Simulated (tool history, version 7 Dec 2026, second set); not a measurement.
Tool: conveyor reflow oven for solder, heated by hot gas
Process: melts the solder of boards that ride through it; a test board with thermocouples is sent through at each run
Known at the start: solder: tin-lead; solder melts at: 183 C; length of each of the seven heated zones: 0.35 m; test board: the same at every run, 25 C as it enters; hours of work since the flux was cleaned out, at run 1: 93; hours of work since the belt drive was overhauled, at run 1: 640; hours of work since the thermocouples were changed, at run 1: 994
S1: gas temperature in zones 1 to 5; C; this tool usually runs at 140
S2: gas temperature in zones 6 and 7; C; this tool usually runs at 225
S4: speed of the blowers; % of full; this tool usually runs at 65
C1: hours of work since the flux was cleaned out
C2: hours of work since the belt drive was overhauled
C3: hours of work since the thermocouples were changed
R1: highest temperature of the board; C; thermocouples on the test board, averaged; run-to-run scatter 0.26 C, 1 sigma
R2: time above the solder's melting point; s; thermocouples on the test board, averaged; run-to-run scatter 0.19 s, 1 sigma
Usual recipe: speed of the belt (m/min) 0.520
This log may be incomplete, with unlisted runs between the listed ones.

{"run": 1, "day": 0.0, "S1": 140, "S2": 225, "speed of the belt (m/min)": 0.52, "S4": 65, "C1": 93, "C2": 640, "C3": 994, "R1": 208.7, "R2": 54.6}
{"run": 2, "day": 1.054, "S1": 140, "S2": 225, "speed of the belt (m/min)": 0.528, "S4": 65, "C1": 110, "C2": 657, "C3": 1011, "R1": 208.3, "R2": 53.0}
{"run": 3, "day": 3.175, "S1": 140, "S2": 225, "speed of the belt (m/min)": 0.528, "S4": 65, "C1": 143, "C2": 690, "C3": 1044, "R1": 207.9, "R2": 53.1}
{"run": 4, "day": 4.571, "S1": 140, "S2": 225, "speed of the belt (m/min)": 0.528, "S4": 65, "C1": 165, "C2": 712, "C3": 1066, "R1": 207.4, "R2": 52.7}
{"day": 5.546, "done": "flux residue cleaned out of gas plates and filters"}
{"run": 5, "day": 7.121, "S1": 126, "S2": 225, "speed of the belt (m/min)": 0.52, "S4": 65, "C1": 25, "C2": 748, "C3": 1103, "R1": 206.3, "R2": 47.4}
{"run": 6, "day": 8.138, "S1": 140, "S2": 225, "speed of the belt (m/min)": 0.426, "S4": 65, "C1": 41, "C2": 764, "C3": 1119, "R1": 212.9, "R2": 75.0}
{"run": 7, "day": 9.229, "S1": 140, "S2": 226, "speed of the belt (m/min)": 0.426, "S4": 65, "C1": 58, "C2": 782, "C3": 1136, "R1": 213.5, "R2": 75.8}
{"run": 8, "day": 10.867, "S1": 140, "S2": 226, "speed of the belt (m/min)": 0.426, "S4": 65, "C1": 83, "C2": 807, "C3": 1161, "R1": 213.6, "R2": 75.7}
{"run": 9, "day": 13.017, "S1": 140, "S2": 226, "speed of the belt (m/min)": 0.426, "S4": 65, "C1": 117, "C2": 841, "C3": 1195, "R1": 213.6, "R2": 75.3}
{"run": 10, "day": 15.35, "S1": 134, "S2": 226, "speed of the belt (m/min)": 0.47, "S4": 65, "C1": 154, "C2": 877, "C3": 1232, "R1": 210.5, "R2": 61.4}
{"day": 16.933, "done": "flux residue cleaned out of gas plates and filters"}
{"run": 11, "day": 17.525, "S1": 134, "S2": 226, "speed of the belt (m/min)": 0.565, "S4": 88, "C1": 9, "C2": 908, "C3": 1262, "R1": 211.6, "R2": 52.4}
{"day": 17.908, "done": "belt drive overhauled, speed set with a stopwatch"}
{"run": 12, "day": 18.804, "S1": 137, "S2": 225, "speed of the belt (m/min)": 0.488, "S4": 65, "C1": 27, "C2": 14, "C3": 1280, "R1": 209.6, "R2": 60.4}
{"run": 13, "day": 20.604, "S1": 137, "S2": 225, "speed of the belt (m/min)": 0.488, "S4": 65, "C1": 55, "C2": 42, "C3": 1308, "R1": 209.3, "R2": 60.1}
{"run": 14, "day": 21.792, "S1": 137, "S2": 227, "speed of the belt (m/min)": 0.56, "S4": 65, "C1": 73, "C2": 61, "C3": 1327, "R1": 207.5, "R2": 48.8}
{"run": 15, "day": 24.104, "S1": 128, "S2": 219, "speed of the belt (m/min)": 0.615, "S4": 62, "C1": 110, "C2": 97, "C3": 1363, "R1": 194.6, "R2": 25.0}

Entry by entry between the runs, the difference in hidden state between the last listed run before and the first listed run after:
In the gap between runs 4 and 5: flux residue cleaned out of gas plates and filters (day 5.546)
  heat that the gas passes to the board, % of a clean oven's: 95.5 -> 99.3; belt's true speed, % of the reading: 98.63 -> 98.55; true gas temperature in zones 6 and 7 over the reading, C: -3.58 -> -3.72
  difference, measured minus the result without the unlogged condition, R1: -3.6 -> -3.0 C; R2: -3.0 -> -2.3 s
In the gap between runs 10 and 11: flux residue cleaned out of gas plates and filters (day 16.933)
  heat that the gas passes to the board, % of a clean oven's: 95.9 -> 99.7; belt's true speed, % of the reading: 98.29 -> 98.23; true gas temperature in zones 6 and 7 over the reading, C: -4.18 -> -4.3
  difference, measured minus the result without the unlogged condition, R1: -4.0 -> -3.6 C; R2: -3.0 -> -1.5 s
In the gap between runs 11 and 12: belt drive overhauled, speed set with a stopwatch (day 17.908)
  heat that the gas passes to the board, % of a clean oven's: 99.7 -> 99.2; belt's true speed, % of the reading: 98.23 -> 96.99; true gas temperature in zones 6 and 7 over the reading, C: -4.3 -> -4.37
  difference, measured minus the result without the unlogged condition, R1: -3.6 -> -3.3 C; R2: -1.5 -> -1.1 s
